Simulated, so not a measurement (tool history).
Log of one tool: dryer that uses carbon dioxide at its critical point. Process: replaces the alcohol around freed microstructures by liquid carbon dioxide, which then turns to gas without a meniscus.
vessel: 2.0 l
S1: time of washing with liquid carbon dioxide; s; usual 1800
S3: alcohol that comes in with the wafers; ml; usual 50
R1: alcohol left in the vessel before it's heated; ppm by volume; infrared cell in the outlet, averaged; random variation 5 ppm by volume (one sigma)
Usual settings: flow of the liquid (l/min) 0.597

{"run": 1, "day": 0.0, "S1": 1800, "flow of the liquid (l/min)": 0.597, "S3": 50, "R1": 57}
{"run": 2, "day": 0.633, "S1": 1800, "flow of the liquid (l/min)": 0.597, "S3": 50, "R1": 70}
{"run": 3, "day": 1.488, "S1": 1800, "flow of the liquid (l/min)": 0.597, "S3": 50, "R1": 69}
{"run": 4, "day": 2.079, "S1": 2220, "flow of the liquid (l/min)": 0.597, "S3": 50, "R1": 57}
{"run": 5, "day": 2.821, "S1": 1800, "flow of the liquid (l/min)": 0.597, "S3": 72, "R1": 73}
{"run": 6, "day": 3.412, "S1": 1800, "flow of the liquid (l/min)": 0.597, "S3": 72, "R1": 68}
{"run": 7, "day": 4.008, "S1": 2640, "flow of the liquid (l/min)": 0.597, "S3": 50, "R1": 54}
{"run": 8, "day": 4.592, "S1": 2640, "flow of the liquid (l/min)": 0.597, "S3": 50, "R1": 65}
{"run": 9, "day": 5.333, "S1": 2640, "flow of the liquid (l/min)": 0.597, "S3": 50, "R1": 68}
{"run": 10, "day": 6.662, "S1": 1980, "flow of the liquid (l/min)": 0.597, "S3": 22, "R1": 62}
{"run": 11, "day": 7.396, "S1": 1680, "flow of the liquid (l/min)": 0.587, "S3": 22, "R1": 68}
{"run": 12, "day": 8.533, "S1": 1680, "flow of the liquid (l/min)": 0.421, "S3": 83, "R1": 370}
{"run": 13, "day": 9.675, "S1": 2040, "flow of the liquid (l/min)": 0.443, "S3": 83, "R1": 136}
{"run": 14, "day": 10.504, "S1": 2040, "flow of the liquid (l/min)": 0.443, "S3": 83, "R1": 140}
{"run": 15, "day": 11.142, "S1": 1920, "flow of the liquid (l/min)": 0.761, "S3": 24, "R1": 68}
{"day": 11.758, "done": "inlet filter changed"}
{"run": 16, "day": 11.788, "S1": 1920, "flow of the liquid (l/min)": 0.761, "S3": 24, "R1": 68}
{"run": 17, "day": 13.138, "S1": 1920, "flow of the liquid (l/min)": 0.761, "S3": 24, "R1": 69}

Forecast each of these 3 alternatives for the next run:
{"run": "A", "day": 14.05, "S1": 1680, "flow of the liquid (l/min)": 0.641, "S3": 33, "R1": "?"}
{"run": "B", "day": 14.05, "S1": 1920, "flow of the liquid (l/min)": 0.761, "S3": 36, "R1": "?"}
{"run": "C", "day": 14.05, "S1": 1800, "flow of the liquid (l/min)": 0.493, "S3": 69, "R1": "?"}

run=A R1=79
run=B R1=69
run=C R1=110
Without the tool's hidden state the same runs would have given:
run=A R1=15
run=B R1=5
run=C R1=42
